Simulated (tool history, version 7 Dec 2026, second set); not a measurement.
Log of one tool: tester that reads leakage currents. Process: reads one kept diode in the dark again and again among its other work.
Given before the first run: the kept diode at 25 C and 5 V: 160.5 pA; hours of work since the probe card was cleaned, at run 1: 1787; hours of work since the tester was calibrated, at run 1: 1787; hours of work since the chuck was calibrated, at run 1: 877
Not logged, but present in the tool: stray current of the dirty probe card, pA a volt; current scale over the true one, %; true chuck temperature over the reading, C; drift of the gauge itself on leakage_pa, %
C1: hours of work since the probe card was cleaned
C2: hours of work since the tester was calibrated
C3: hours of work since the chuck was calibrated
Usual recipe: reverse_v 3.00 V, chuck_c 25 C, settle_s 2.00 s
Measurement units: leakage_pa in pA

{"run": 1, "hour": 0.0, "reverse_v": 3.0, "chuck_c": 25, "settle_s": 2.0, "C1": 1787, "C2": 1787, "C3": 877, "leakage_pa": 155.12}
{"hour": 52.8, "done": "chuck's temperature calibrated"}
{"run": 2, "hour": 196.8, "reverse_v": 3.0, "chuck_c": 25, "settle_s": 2.0, "C1": 1934, "C2": 1934, "C3": 108, "leakage_pa": 132.02}
{"hour": 275.6, "done": "probe card cleaned and baked"}
{"run": 3, "hour": 335.3, "reverse_v": 3.0, "chuck_c": 25, "settle_s": 2.0, "C1": 45, "C2": 2036, "C3": 210, "leakage_pa": 134.14}
{"run": 4, "hour": 490.1, "reverse_v": 3.0, "chuck_c": 25, "settle_s": 2.0, "C1": 161, "C2": 2152, "C3": 327, "leakage_pa": 138.17}
{"run": 5, "hour": 613.9, "reverse_v": 3.0, "chuck_c": 25, "settle_s": 2.0, "C1": 254, "C2": 2245, "C3": 420, "leakage_pa": 141.0}
{"run": 6, "hour": 752.8, "reverse_v": 3.0, "chuck_c": 25, "settle_s": 2.0, "C1": 359, "C2": 2350, "C3": 524, "leakage_pa": 144.73}
{"run": 7, "hour": 906.5, "reverse_v": 6.09, "chuck_c": 25, "settle_s": 2.0, "C1": 474, "C2": 2465, "C3": 640, "leakage_pa": 202.15}
{"run": 8, "hour": 1021.0, "reverse_v": 6.09, "chuck_c": 25, "settle_s": 2.0, "C1": 561, "C2": 2551, "C3": 726, "leakage_pa": 205.0}
{"run": 9, "hour": 1152.1, "reverse_v": 4.34, "chuck_c": 25, "settle_s": 2.0, "C1": 659, "C2": 2650, "C3": 824, "leakage_pa": 181.31}
{"hour": 1278.6, "done": "chuck's temperature calibrated"}
{"run": 10, "hour": 1320.3, "reverse_v": 4.34, "chuck_c": 25, "settle_s": 2.0, "C1": 784, "C2": 2775, "C3": 31, "leakage_pa": 154.1}
{"run": 11, "hour": 1476.6, "reverse_v": 4.34, "chuck_c": 25, "settle_s": 2.0, "C1": 902, "C2": 2892, "C3": 149, "leakage_pa": 159.65}
{"hour": 1490.2, "done": "tester calibrated"}
{"run": 12, "hour": 1589.4, "reverse_v": 6.57, "chuck_c": 25, "settle_s": 1.01, "C1": 985, "C2": 75, "C3": 232, "leakage_pa": 193.63}
{"run": 13, "hour": 1678.9, "reverse_v": 6.57, "chuck_c": 25, "settle_s": 1.01, "C1": 1052, "C2": 142, "C3": 299, "leakage_pa": 197.7}
{"run": 14, "hour": 1848.9, "reverse_v": 6.57, "chuck_c": 57, "settle_s": 1.01, "C1": 1180, "C2": 270, "C3": 427, "leakage_pa": 2891.66}
{"run": 15, "hour": 1972.1, "reverse_v": 19.72, "chuck_c": 28, "settle_s": 0.7, "C1": 1273, "C2": 362, "C3": 520, "leakage_pa": 440.49}
{"hour": 2140.4, "done": "tester calibrated, once more"}
{"run": 16, "hour": 2157.7, "reverse_v": 19.72, "chuck_c": 28, "settle_s": 0.7, "C1": 1411, "C2": 13, "C3": 658, "leakage_pa": 459.02}
{"run": 17, "hour": 2280.2, "reverse_v": 19.72, "chuck_c": 28, "settle_s": 0.7, "C1": 1503, "C2": 105, "C3": 750, "leakage_pa": 469.57}
{"run": 18, "hour": 2369.1, "reverse_v": 8.92, "chuck_c": 21, "settle_s": 4.05, "C1": 1570, "C2": 172, "C3": 817, "leakage_pa": 178.56}
{"hour": 2505.2, "done": "chuck's temperature calibrated"}
{"run": 19, "hour": 2523.3, "reverse_v": 2.64, "chuck_c": 25, "settle_s": 9.5, "C1": 1684, "C2": 286, "C3": 14, "leakage_pa": 122.6}

Here are 4 independent what-if runs from the current tool condition. What would each one return?
{"run": "A", "hour": 2613.6, "reverse_v": 2.12, "chuck_c": 34, "settle_s": 2.53, "C1": 1752, "C2": 354, "C3": 82, "leakage_pa": "?"}
{"run": "B", "hour": 2613.6, "reverse_v": 2.64, "chuck_c": 45, "settle_s": 0.43, "C1": 1752, "C2": 354, "C3": 82, "leakage_pa": "?"}
{"run": "C", "hour": 2613.6, "reverse_v": 3.0, "chuck_c": 25, "settle_s": 0.49, "C1": 1752, "C2": 354, "C3": 82, "leakage_pa": "?"}
{"run": "D", "hour": 2613.6, "reverse_v": 3.81, "chuck_c": 44, "settle_s": 5.64, "C1": 1752, "C2": 354, "C3": 82, "leakage_pa": "?"}

run=A leakage_pa=254.88
run=B leakage_pa=709.82
run=C leakage_pa=132.75
run=D leakage_pa=762.68
Stripped of hidden state, with their random variation kept, the same runs would have yielded:
run=A leakage_pa=249.35
run=B leakage_pa=696.13
run=C leakage_pa=129.26
run=D leakage_pa=747.64
